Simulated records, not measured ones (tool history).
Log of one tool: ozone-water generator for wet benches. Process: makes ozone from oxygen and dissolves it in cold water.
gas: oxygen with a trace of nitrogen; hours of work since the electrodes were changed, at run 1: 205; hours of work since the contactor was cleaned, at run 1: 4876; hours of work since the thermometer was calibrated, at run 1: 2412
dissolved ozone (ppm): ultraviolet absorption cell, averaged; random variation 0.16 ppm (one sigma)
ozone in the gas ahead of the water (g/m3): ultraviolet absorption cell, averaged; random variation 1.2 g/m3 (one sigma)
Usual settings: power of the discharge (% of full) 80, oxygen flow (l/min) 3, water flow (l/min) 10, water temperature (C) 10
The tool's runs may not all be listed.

| run | hour | power of the discharge (% of full) | oxygen flow (l/min) | water flow (l/min) | water temperature (C) | hours of work since the electrodes were changed | hours of work since the contactor was cleaned | hours of work since the thermometer was calibrated | dissolved ozone (ppm) | ozone in the gas ahead of the water (g/m3) |
|---|---|---|---|---|---|---|---|---|---|---|
| 1 | 0 | 80 | 3 | 10 | 10 | 205 | 4876 | 2412 | 19.9 | 217.6 |
| 2 | 28.9 | 80 | 3 | 10 | 10 | 224 | 4895 | 2431 | 19.9 | 217.2 |
| 3 | 56.5 | 80 | 3 | 10 | 10 | 242 | 4913 | 2449 | 19.9 | 218.7 |
| 4 | 91.3 | 80 | 3 | 10 | 10 | 265 | 4936 | 2472 | 20.2 | 216.3 |
| 5 | 122 | 80 | 3 | 10 | 10 | 285 | 4957 | 2493 | 20.1 | 217.7 |
| 6 | 167.1 | 85 | 3 | 10 | 10 | 315 | 4987 | 2523 | 20.9 | 228.3 |
| 7 | 204.1 | 85 | 3 | 12 | 10 | 339 | 5011 | 2547 | 17.8 | 229.2 |
| 8 | 254.9 | 85 | 2.39 | 12 | 10 | 373 | 5045 | 2581 | 17 | 255 |
| 9 | 288.6 | 85 | 2.39 | 12 | 10 | 395 | 5067 | 2603 | 17 | 256 |
| 10 | 313.2 | 80 | 3 | 10 | 10 | 412 | 5083 | 2619 | 20 | 215.5 |
| 11 | 341.2 | 80 | 3 | 10 | 10 | 430 | 5102 | 2638 | 19.6 | 214.8 |
| 12 | 385.6 | 80 | 3 | 11 | 10 | 459 | 5131 | 2667 | 18.1 | 215.6 |
| 13 | 433 | 80 | 3 | 11 | 10 | 491 | 5162 | 2698 | 18.2 | 216.8 |
| 14 | 474.5 | 80 | 3 | 11 | 10 | 518 | 5190 | 2726 | 18.1 | 217.1 |
| 15 | 503.4 | 80 | 2.61 | 10 | 10 | 537 | 5209 | 2745 | 19.5 | 231.1 |
| 16 | 544.2 | 80 | 2.61 | 8 | 10 | 564 | 5236 | 2772 | 23.8 | 233.7 |
| 17 | 577.3 | 80 | 2.61 | 8 | 10 | 586 | 5258 | 2794 | 23.6 | 231.4 |
| 18 | 608.5 | 77 | 2.18 | 13 | 16 | 607 | 5278 | 2814 | 13.5 | 248.1 |
| 19 | 654.2 | 77 | 2.18 | 13 | 16 | 637 | 5309 | 2845 | 13.5 | 245.8 |
| 20 | 691.2 | 70 | 2.73 | 10 | 14 | 661 | 5333 | 2869 | 16.5 | 199.5 |
| 21 | 743.1 | 80 | 1.95 | 14 | 13 | 696 | 5367 | 2903 | 12.9 | 269 |
| 22 | 792 | 80 | 1.95 | 14 | 13 | 728 | 5400 | 2936 | 13 | 270.4 |
| 23 | 835.7 | 57 | 2.32 | 10 | 8 | 757 | 5429 | 2965 | 14.7 | 181 |
| 24 | 877 | 46 | 3 | 9 | 10 | 784 | 5456 | 2992 | 13.1 | 132.4 |
| 25 | 920.7 | 46 | 3 | 9 | 10 | 813 | 5485 | 3021 | 13.4 | 132.3 |
| 26 | 967.1 | 49 | 3 | 10 | 10 | 844 | 5515 | 3051 | 12.9 | 140.1 |
| 27 | 999 | 79 | 2.2 | 10 | 10 | 865 | 5537 | 3072 | 18.7 | 248.9 |
| 28 | 1033.8 | 79 | 2.2 | 10 | 10 | 888 | 5560 | 3096 | 18.7 | 249.4 |
| 29 | 1070.7 | 54 | 3 | 10 | 5 | 912 | 5584 | 3120 | 14.9 | 152.4 |
| 30 | 1121 | 56 | 2.26 | 8 | 5 | 946 | 5617 | 3153 | 18.4 | 181.9 |
| 31 | 1167.2 | 66 | 3 | 8 | 10 | 976 | 5648 | 3184 | 19.9 | 179 |
| 32 | 1220.2 | 66 | 3 | 8 | 10 | 1011 | 5683 | 3219 | 19.7 | 180.4 |
| 33 | 1270.7 | 66 | 3 | 8 | 10 | 1044 | 5716 | 3252 | 19.7 | 180.8 |
|  | 1290 | water thermometer calibrated |
| 34 | 1307.6 | 80 | 3.6 | 8 | 11 | 1069 | 5740 | 12 | 22.8 | 194 |

Forecast each of these 3 alternatives for the next run:
| A | 1340 | 80 | 3 | 7 | 16 | 1090 | 5762 | 33 | ? | ? |
| B | 1340 | 80 | 3.6 | 11 | 11 | 1090 | 5762 | 33 | ? | ? |
| C | 1340 | 68 | 3 | 10 | 6 | 1090 | 5762 | 33 | ? | ? |

| run | dissolved ozone (ppm) | ozone in the gas ahead of the water (g/m3) |
|---|---|---|
| A | 23.6 | 212.6 |
| B | 17.7 | 193 |
| C | 17.9 | 186.1 |
Without the tool's hidden state the same runs would have given:
| run | dissolved ozone (ppm) | ozone in the gas ahead of the water (g/m3) |
|---|---|---|
| A | 25.5 | 218.1 |
| B | 19.2 | 198.1 |
| C | 19.3 | 190.4 |
